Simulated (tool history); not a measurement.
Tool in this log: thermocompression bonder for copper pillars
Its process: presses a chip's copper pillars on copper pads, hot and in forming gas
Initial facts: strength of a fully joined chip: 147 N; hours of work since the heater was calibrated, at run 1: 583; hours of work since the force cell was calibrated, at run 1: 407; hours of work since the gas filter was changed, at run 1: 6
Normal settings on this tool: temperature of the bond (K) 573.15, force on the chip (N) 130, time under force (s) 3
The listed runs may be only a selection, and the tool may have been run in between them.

| run | day | temperature of the bond (K) | force on the chip (N) | time under force (s) | hours of work since the heater was calibrated | hours of work since the force cell was calibrated | hours of work since the gas filter was changed | force that shears a chip off (N) |
|---|---|---|---|---|---|---|---|---|
| 1 | 0.000 | 573.15 | 130 | 3 | 583 | 407 | 6 | 105.7 |
| 2 | 0.771 | 595.15 | 130 | 3 | 593 | 416 | 16 | 121.4 |
| 3 | 1.642 | 595.15 | 130 | 3 | 604 | 427 | 27 | 121.6 |
| 4 | 2.042 | 573.15 | 130 | 3 | 609 | 432 | 32 | 105.9 |
| 5 | 2.462 | 573.15 | 130 | 3 | 614 | 438 | 37 | 105.7 |
| 6 | 2.842 | 573.15 | 130 | 3 | 619 | 442 | 42 | 106.2 |
| 7 | 3.346 | 573.15 | 130 | 3 | 625 | 449 | 48 | 105.9 |
| 8 | 3.725 | 573.15 | 130 | 3 | 630 | 453 | 53 | 106.0 |
| 9 | 4.358 | 573.15 | 130 | 3 | 638 | 461 | 61 | 105.9 |
| 10 | 5.208 | 573.15 | 130 | 4 | 648 | 472 | 71 | 113.2 |
| 11 | 5.846 | 573.15 | 130 | 4 | 656 | 480 | 79 | 112.6 |
| 12 | 6.275 | 573.15 | 130 | 4 | 662 | 485 | 85 | 112.7 |
| 13 | 7.142 | 573.15 | 130 | 2 | 673 | 496 | 96 | 93.9 |
| 14 | 7.638 | 573.15 | 97 | 3 | 679 | 502 | 102 | 93.1 |
| 15 | 8.350 | 573.15 | 130 | 2 | 688 | 511 | 111 | 94.2 |
| 16 | 8.838 | 573.15 | 130 | 2 | 694 | 517 | 117 | 94.9 |
| 17 | 9.500 | 573.15 | 130 | 2 | 702 | 526 | 125 | 93.7 |
| 18 | 9.875 | 576.15 | 130 | 2 | 707 | 530 | 130 | 96.7 |
| 19 | 10.517 | 573.15 | 170 | 3 | 715 | 538 | 138 | 114.9 |
| 20 | 11.146 | 544.15 | 115 | 2 | 723 | 546 | 146 | 64.7 |
| 21 | 12.012 | 544.15 | 115 | 2 | 734 | 557 | 157 | 64.7 |
| 22 | 12.558 | 544.15 | 115 | 2 | 740 | 564 | 163 | 64.2 |
| 23 | 13.083 | 544.15 | 115 | 2 | 747 | 571 | 170 | 64.9 |
| 24 | 13.608 | 578.15 | 178 | 2 | 754 | 577 | 177 | 109.8 |
| 25 | 14.283 | 562.15 | 118 | 3 | 762 | 586 | 185 | 90.8 |
| 26 | 15.062 | 598.15 | 130 | 4 | 772 | 595 | 195 | 127.0 |
| 27 | 15.792 | 550.15 | 113 | 4 | 781 | 604 | 204 | 86.3 |
| 28 | 16.450 | 550.15 | 113 | 4 | 789 | 613 | 212 | 85.9 |
| 29 | 16.954 | 550.15 | 113 | 4 | 795 | 619 | 218 | 86.7 |
| 30 | 17.442 | 550.15 | 113 | 4 | 802 | 625 | 225 | 86.0 |
| 31 | 18.042 | 593.15 | 105 | 3 | 809 | 633 | 232 | 110.5 |
| 32 | 18.567 | 549.15 | 166 | 5 | 816 | 639 | 239 | 106.1 |
| 33 | 19.233 | 547.15 | 130 | 8 | 824 | 647 | 247 | 106.3 |
| 34 | 19.883 | 547.15 | 130 | 8 | 832 | 656 | 255 | 107.3 |
| 35 | 20.267 | 586.15 | 130 | 3 | 837 | 660 | 260 | 113.3 |
| 36 | 21.079 | 589.15 | 130 | 2 | 847 | 671 | 270 | 105.8 |

5 options for the next run, each taken on its own from the tool as it stands now. Forecast them:
| A | 21.679 | 582.15 | 88 | 2 | 855 | 678 | 278 | ? |
| B | 21.679 | 589.15 | 103 | 2 | 855 | 678 | 278 | ? |
| C | 21.679 | 586.15 | 130 | 5 | 855 | 678 | 278 | ? |
| D | 21.679 | 573.15 | 130 | 3 | 855 | 678 | 278 | ? |
| E | 21.679 | 545.15 | 130 | 2 | 855 | 678 | 278 | ? |

| run | force that shears a chip off (N) |
|---|---|
| A | 84.9 |
| B | 96.2 |
| C | 123.7 |
| D | 103.1 |
| E | 69.0 |
With the hidden condition removed and each run's random variation left untouched, the same runs would have given:
| run | force that shears a chip off (N) |
|---|---|
| A | 88.2 |
| B | 99.7 |
| C | 127.6 |
| D | 106.9 |
| E | 72.1 |

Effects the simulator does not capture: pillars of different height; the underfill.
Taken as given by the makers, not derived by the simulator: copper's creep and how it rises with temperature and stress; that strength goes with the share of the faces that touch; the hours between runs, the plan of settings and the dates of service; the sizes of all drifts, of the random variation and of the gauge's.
